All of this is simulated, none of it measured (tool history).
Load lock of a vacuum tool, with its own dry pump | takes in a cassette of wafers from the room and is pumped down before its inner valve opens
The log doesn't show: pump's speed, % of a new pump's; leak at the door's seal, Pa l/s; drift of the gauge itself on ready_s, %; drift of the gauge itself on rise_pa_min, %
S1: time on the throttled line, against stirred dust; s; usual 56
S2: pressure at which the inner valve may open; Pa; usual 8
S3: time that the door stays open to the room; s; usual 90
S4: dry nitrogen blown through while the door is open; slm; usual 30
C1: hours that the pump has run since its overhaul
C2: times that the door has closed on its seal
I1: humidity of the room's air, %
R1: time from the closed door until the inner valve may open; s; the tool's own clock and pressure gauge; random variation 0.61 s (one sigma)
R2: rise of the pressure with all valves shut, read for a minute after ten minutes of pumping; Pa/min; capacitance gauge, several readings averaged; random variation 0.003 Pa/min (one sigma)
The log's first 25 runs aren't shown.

run,hour,S1,S2,S3,S4,C1,C2,I1,R1,R2
26,7913.9,54,7,39,29,7876,49441,44.5,91.9,0.246
27,8373.6,54,7,69,7,8336,50895,44.8,91.2,0.281
28,8697.3,54,7,69,34,8659,51919,44.1,92.0,0.265
29,8922.7,39,15,136,34,8885,52632,44.4,75.1,0.275
30,9271.5,56,12,90,16,9234,53735,48.8,92.2,0.297
31,9739.6,56,12,36,7,9702,55216,47.0,91.3,0.298
32,10189.5,56,12,36,7,10152,56639,44.6,92.0,0.297
33,10619.0,37,12,36,7,10581,57998,46.0,76.3,0.314
34,10958.7,56,8,49,30,10921,59072,43.1,95.3,0.310
35,11151.2,74,8,90,7,11113,59681,44.7,110.5,0.346
36,11363.1,74,8,90,7,11325,60351,44.9,110.8,0.358
37,11649.5,56,8,90,4,11612,61257,48.7,95.5,0.372
38,11939.9,56,7,75,7,11902,62176,45.4,96.8,0.372

Forecast each of these 3 alternatives for the next run:
A,12269.8,90,8,160,9,12232,63219,43.6,?,?
B,12269.8,45,7,189,20,12232,63219,45.3,?,?
C,12269.8,101,8,90,30,12232,63219,45.7,?,?

run,R1,R2
A,126.2,0.382
B,87.9,0.376
C,136.0,0.361
Without the tool's hidden state the same runs would have given:
run,R1,R2
A,118.9,0.086
B,79.1,0.081
C,128.9,0.055
